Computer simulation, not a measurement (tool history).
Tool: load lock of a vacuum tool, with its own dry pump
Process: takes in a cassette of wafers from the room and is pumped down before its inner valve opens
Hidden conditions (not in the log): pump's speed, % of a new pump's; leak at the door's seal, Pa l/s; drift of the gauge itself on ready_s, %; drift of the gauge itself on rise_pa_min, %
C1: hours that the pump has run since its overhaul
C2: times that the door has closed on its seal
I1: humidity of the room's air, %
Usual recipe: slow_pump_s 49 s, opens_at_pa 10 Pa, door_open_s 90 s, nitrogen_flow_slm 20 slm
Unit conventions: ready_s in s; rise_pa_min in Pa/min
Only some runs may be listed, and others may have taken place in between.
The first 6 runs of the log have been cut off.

{"run": 7, "hour": 2297.6, "slow_pump_s": 49, "opens_at_pa": 10, "door_open_s": 90, "nitrogen_flow_slm": 20, "C1": 9366, "C2": 14056, "I1": 45.8, "ready_s": 75.1, "rise_pa_min": 0.102}
{"run": 8, "hour": 2782.9, "slow_pump_s": 49, "opens_at_pa": 10, "door_open_s": 90, "nitrogen_flow_slm": 20, "C1": 9851, "C2": 14603, "I1": 42.8, "ready_s": 75.3, "rise_pa_min": 0.102}
{"run": 9, "hour": 3247.3, "slow_pump_s": 49, "opens_at_pa": 10, "door_open_s": 90, "nitrogen_flow_slm": 20, "C1": 10315, "C2": 15128, "I1": 40.6, "ready_s": 75.7, "rise_pa_min": 0.101}
{"run": 10, "hour": 3800.0, "slow_pump_s": 49, "opens_at_pa": 10, "door_open_s": 90, "nitrogen_flow_slm": 20, "C1": 10868, "C2": 15752, "I1": 45.5, "ready_s": 76.1, "rise_pa_min": 0.111}
{"hour": 3926.2, "done": "dry pump taken out, an overhauled one fitted"}
{"run": 11, "hour": 4425.0, "slow_pump_s": 49, "opens_at_pa": 9, "door_open_s": 90, "nitrogen_flow_slm": 20, "C1": 499, "C2": 16451, "I1": 44, "ready_s": 71.5, "rise_pa_min": 0.118}
{"run": 12, "hour": 5019.6, "slow_pump_s": 49, "opens_at_pa": 9, "door_open_s": 90, "nitrogen_flow_slm": 20, "C1": 1093, "C2": 17122, "I1": 42.3, "ready_s": 72.3, "rise_pa_min": 0.117}
{"run": 13, "hour": 5587.3, "slow_pump_s": 49, "opens_at_pa": 9, "door_open_s": 90, "nitrogen_flow_slm": 20, "C1": 1661, "C2": 17763, "I1": 46.6, "ready_s": 72.6, "rise_pa_min": 0.119}
{"run": 14, "hour": 6089.1, "slow_pump_s": 49, "opens_at_pa": 9, "door_open_s": 90, "nitrogen_flow_slm": 20, "C1": 2163, "C2": 18329, "I1": 44.7, "ready_s": 72, "rise_pa_min": 0.126}
{"run": 15, "hour": 6723.7, "slow_pump_s": 49, "opens_at_pa": 10, "door_open_s": 90, "nitrogen_flow_slm": 20, "C1": 2797, "C2": 19046, "I1": 44.1, "ready_s": 72.8, "rise_pa_min": 0.128}
{"run": 16, "hour": 7026.3, "slow_pump_s": 49, "opens_at_pa": 10, "door_open_s": 90, "nitrogen_flow_slm": 20, "C1": 3100, "C2": 19387, "I1": 44, "ready_s": 72.4, "rise_pa_min": 0.13}
{"run": 17, "hour": 7533.8, "slow_pump_s": 49, "opens_at_pa": 10, "door_open_s": 90, "nitrogen_flow_slm": 20, "C1": 3608, "C2": 19960, "I1": 45.2, "ready_s": 71.9, "rise_pa_min": 0.129}
{"run": 18, "hour": 8103.2, "slow_pump_s": 49, "opens_at_pa": 10, "door_open_s": 90, "nitrogen_flow_slm": 20, "C1": 4177, "C2": 20603, "I1": 42.9, "ready_s": 74.1, "rise_pa_min": 0.133}
{"run": 19, "hour": 8681.0, "slow_pump_s": 49, "opens_at_pa": 10, "door_open_s": 90, "nitrogen_flow_slm": 21, "C1": 4755, "C2": 21256, "I1": 43.8, "ready_s": 73.3, "rise_pa_min": 0.138}
{"run": 20, "hour": 9184.9, "slow_pump_s": 38, "opens_at_pa": 9, "door_open_s": 90, "nitrogen_flow_slm": 21, "C1": 5259, "C2": 21824, "I1": 46.6, "ready_s": 63.6, "rise_pa_min": 0.146}
{"run": 21, "hour": 9562.6, "slow_pump_s": 88, "opens_at_pa": 7, "door_open_s": 77, "nitrogen_flow_slm": 28, "C1": 5636, "C2": 22251, "I1": 45.7, "ready_s": 109.6, "rise_pa_min": 0.132}
{"run": 22, "hour": 9923.0, "slow_pump_s": 65, "opens_at_pa": 7, "door_open_s": 90, "nitrogen_flow_slm": 20, "C1": 5997, "C2": 22658, "I1": 43.5, "ready_s": 89.4, "rise_pa_min": 0.143}
{"run": 23, "hour": 10193.7, "slow_pump_s": 49, "opens_at_pa": 13, "door_open_s": 90, "nitrogen_flow_slm": 4, "C1": 6267, "C2": 22963, "I1": 42.8, "ready_s": 72.6, "rise_pa_min": 0.191}
{"run": 24, "hour": 10526.9, "slow_pump_s": 63, "opens_at_pa": 8, "door_open_s": 38, "nitrogen_flow_slm": 7, "C1": 6601, "C2": 23339, "I1": 46.7, "ready_s": 87.8, "rise_pa_min": 0.149}
{"run": 25, "hour": 10939.4, "slow_pump_s": 63, "opens_at_pa": 8, "door_open_s": 38, "nitrogen_flow_slm": 15, "C1": 7013, "C2": 23805, "I1": 46.1, "ready_s": 86.5, "rise_pa_min": 0.138}
{"run": 26, "hour": 11309.9, "slow_pump_s": 79, "opens_at_pa": 10, "door_open_s": 90, "nitrogen_flow_slm": 20, "C1": 7384, "C2": 24224, "I1": 42.4, "ready_s": 100.5, "rise_pa_min": 0.153}
{"run": 27, "hour": 11898.8, "slow_pump_s": 49, "opens_at_pa": 10, "door_open_s": 90, "nitrogen_flow_slm": 17, "C1": 7973, "C2": 24888, "I1": 45.3, "ready_s": 74.4, "rise_pa_min": 0.166}
{"run": 28, "hour": 12541.8, "slow_pump_s": 49, "opens_at_pa": 10, "door_open_s": 90, "nitrogen_flow_slm": 17, "C1": 8616, "C2": 25614, "I1": 47.1, "ready_s": 73.6, "rise_pa_min": 0.176}
{"run": 29, "hour": 12880.0, "slow_pump_s": 49, "opens_at_pa": 7, "door_open_s": 90, "nitrogen_flow_slm": 17, "C1": 8954, "C2": 25996, "I1": 43.6, "ready_s": 75.9, "rise_pa_min": 0.171}
{"run": 30, "hour": 13312.7, "slow_pump_s": 49, "opens_at_pa": 7, "door_open_s": 90, "nitrogen_flow_slm": 17, "C1": 9387, "C2": 26485, "I1": 46.4, "ready_s": 75.8, "rise_pa_min": 0.182}
{"run": 31, "hour": 13799.8, "slow_pump_s": 93, "opens_at_pa": 18, "door_open_s": 53, "nitrogen_flow_slm": 17, "C1": 9874, "C2": 27035, "I1": 45.8, "ready_s": 111.5, "rise_pa_min": 0.175}

For run 32, what comes out?
{"run": 32, "hour": 14155.3, "slow_pump_s": 93, "opens_at_pa": 18, "door_open_s": 53, "nitrogen_flow_slm": 17, "C1": 10229, "C2": 27436, "I1": 44.2, "ready_s": "?", "rise_pa_min": "?"}

ready_s: 111.8 s
rise_pa_min: 0.172 Pa/min
With no hidden state in the tool, this same run would have given ready_s 108.5 s, rise_pa_min 0.037 Pa/min.
